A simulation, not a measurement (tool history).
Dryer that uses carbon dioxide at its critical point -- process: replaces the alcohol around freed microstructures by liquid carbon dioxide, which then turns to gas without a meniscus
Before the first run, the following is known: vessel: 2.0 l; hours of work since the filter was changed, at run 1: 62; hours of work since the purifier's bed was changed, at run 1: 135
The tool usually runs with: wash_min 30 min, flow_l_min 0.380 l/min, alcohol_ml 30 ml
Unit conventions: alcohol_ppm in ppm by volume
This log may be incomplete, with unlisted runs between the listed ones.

| run | hour | wash_min | flow_l_min | alcohol_ml | hours of work since the filter was changed | hours of work since the purifier's bed was changed | alcohol_ppm |
|---|---|---|---|---|---|---|---|
| 1 | 0.0 | 30 | 0.380 | 30 | 62 | 135 | 301 |
| 2 | 21.3 | 30 | 0.380 | 30 | 73 | 146 | 296 |
| 3 | 42.6 | 30 | 0.380 | 30 | 83 | 156 | 314 |
| 4 | 62.7 | 30 | 0.380 | 81 | 93 | 166 | 815 |
| 5 | 83.6 | 30 | 0.380 | 81 | 103 | 176 | 845 |
| 6 | 112.1 | 30 | 0.380 | 81 | 116 | 189 | 818 |
| 7 | 126.1 | 30 | 0.484 | 30 | 123 | 196 | 115 |
| 8 | 153.3 | 30 | 0.380 | 30 | 136 | 209 | 324 |
| 9 | 180.3 | 30 | 0.380 | 30 | 149 | 222 | 326 |
| 10 | 209.8 | 30 | 0.380 | 30 | 163 | 236 | 324 |
| 11 | 238.0 | 30 | 0.380 | 30 | 177 | 250 | 327 |
| 12 | 254.5 | 30 | 0.380 | 30 | 185 | 258 | 329 |
| 13 | 272.4 | 30 | 0.312 | 30 | 194 | 267 | 663 |
| 14 | 288.3 | 30 | 0.312 | 30 | 201 | 274 | 683 |
| 15 | 313.3 | 30 | 0.312 | 30 | 213 | 286 | 676 |
| 16 | 340.6 | 30 | 0.312 | 30 | 226 | 299 | 692 |
| 17 | 356.0 | 46 | 0.511 | 30 | 234 | 307 | 33 |
| 18 | 382.6 | 43 | 0.357 | 70 | 247 | 320 | 224 |
| 19 | 394.8 | 21 | 0.380 | 30 | 253 | 326 | 1081 |
| 20 | 422.2 | 21 | 0.380 | 30 | 266 | 339 | 1075 |
| 21 | 438.8 | 30 | 0.265 | 51 | 274 | 347 | 1890 |
| 22 | 456.6 | 26 | 0.265 | 66 | 282 | 355 | 3410 |
| 23 | 470.3 | 34 | 0.455 | 43 | 289 | 362 | 155 |
| 24 | 485.6 | 34 | 0.481 | 43 | 296 | 369 | 117 |
| 25 | 507.9 | 34 | 0.481 | 43 | 307 | 380 | 129 |
| 26 | 522.6 | 34 | 0.481 | 43 | 314 | 387 | 128 |
| 27 | 550.7 | 34 | 0.601 | 43 | 328 | 401 | 62 |
| 28 | 571.6 | 30 | 0.501 | 30 | 338 | 411 | 146 |

Forecast each of these 4 alternatives for the next run:
| A | 597.0 | 29 | 0.329 | 30 | 350 | 423 | ? |
| B | 597.0 | 27 | 0.380 | 30 | 350 | 423 | ? |
| C | 597.0 | 34 | 0.608 | 30 | 350 | 423 | ? |
| D | 597.0 | 30 | 0.380 | 38 | 350 | 423 | ? |

| run | alcohol_ppm |
|---|---|
| A | 696 |
| B | 554 |
| C | 37 |
| D | 478 |
Stripped of hidden state, with their random variation kept, the same runs would have yielded:
| run | alcohol_ppm |
|---|---|
| A | 528 |
| B | 407 |
| C | 3 |
| D | 339 |
